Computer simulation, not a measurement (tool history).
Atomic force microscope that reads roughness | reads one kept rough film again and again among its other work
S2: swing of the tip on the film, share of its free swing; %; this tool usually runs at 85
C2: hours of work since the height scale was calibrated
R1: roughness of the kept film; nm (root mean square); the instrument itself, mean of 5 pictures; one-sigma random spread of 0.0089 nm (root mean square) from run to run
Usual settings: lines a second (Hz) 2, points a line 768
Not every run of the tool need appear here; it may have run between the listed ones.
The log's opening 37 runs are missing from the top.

run 38 day=20.146 | lines_a_second_(Hz)=0.52 S2=62 points_a_line=394 | pictures_with_this_tip=106 C2=321 | R1=2.057
run 39 day=20.908 | lines_a_second_(Hz)=0.74 S2=70 points_a_line=389 | pictures_with_this_tip=124 C2=331 | R1=2.022
run 40 day=21.492 | lines_a_second_(Hz)=0.74 S2=75 points_a_line=650 | pictures_with_this_tip=138 C2=339 | R1=1.992
run 41 day=22.154 | lines_a_second_(Hz)=0.74 S2=75 points_a_line=650 | pictures_with_this_tip=154 C2=347 | R1=1.973
run 42 day=22.783 | lines_a_second_(Hz)=1.43 S2=69 points_a_line=763 | pictures_with_this_tip=168 C2=355 | R1=1.935
run 43 day=23.438 | lines_a_second_(Hz)=2.37 S2=67 points_a_line=460 | pictures_with_this_tip=184 C2=363 | R1=1.865
-- day=23.796 new tip fitted
run 44 day=23.875 | lines_a_second_(Hz)=2.37 S2=67 points_a_line=460 | pictures_with_this_tip=2 C2=369 | R1=2.084
run 45 day=24.55 | lines_a_second_(Hz)=1.19 S2=67 points_a_line=713 | pictures_with_this_tip=18 C2=377 | R1=2.139
run 46 day=25.296 | lines_a_second_(Hz)=1.19 S2=67 points_a_line=713 | pictures_with_this_tip=35 C2=387 | R1=2.131
run 47 day=25.683 | lines_a_second_(Hz)=1.19 S2=67 points_a_line=713 | pictures_with_this_tip=44 C2=392 | R1=2.118
run 48 day=26.304 | lines_a_second_(Hz)=1.26 S2=66 points_a_line=350 | pictures_with_this_tip=59 C2=400 | R1=2.061
run 49 day=27.071 | lines_a_second_(Hz)=1.52 S2=86 points_a_line=496 | pictures_with_this_tip=77 C2=410 | R1=1.913

Here are 3 independent what-if runs from the current tool condition. What would each one return?
run A day=27.662 | lines_a_second_(Hz)=1.32 S2=84 points_a_line=258 | pictures_with_this_tip=91 C2=417 | R1=?
run B day=27.662 | lines_a_second_(Hz)=2 S2=73 points_a_line=553 | pictures_with_this_tip=91 C2=417 | R1=?
run C day=27.662 | lines_a_second_(Hz)=2 S2=79 points_a_line=768 | pictures_with_this_tip=91 C2=417 | R1=?

run=A R1=1.921
run=B R1=1.946
run=C R1=1.906
Take away the tool's hidden state, keep each run's random variation, and the runs would have read:
run=A R1=2.05
run=B R1=2.077
run=C R1=2.034

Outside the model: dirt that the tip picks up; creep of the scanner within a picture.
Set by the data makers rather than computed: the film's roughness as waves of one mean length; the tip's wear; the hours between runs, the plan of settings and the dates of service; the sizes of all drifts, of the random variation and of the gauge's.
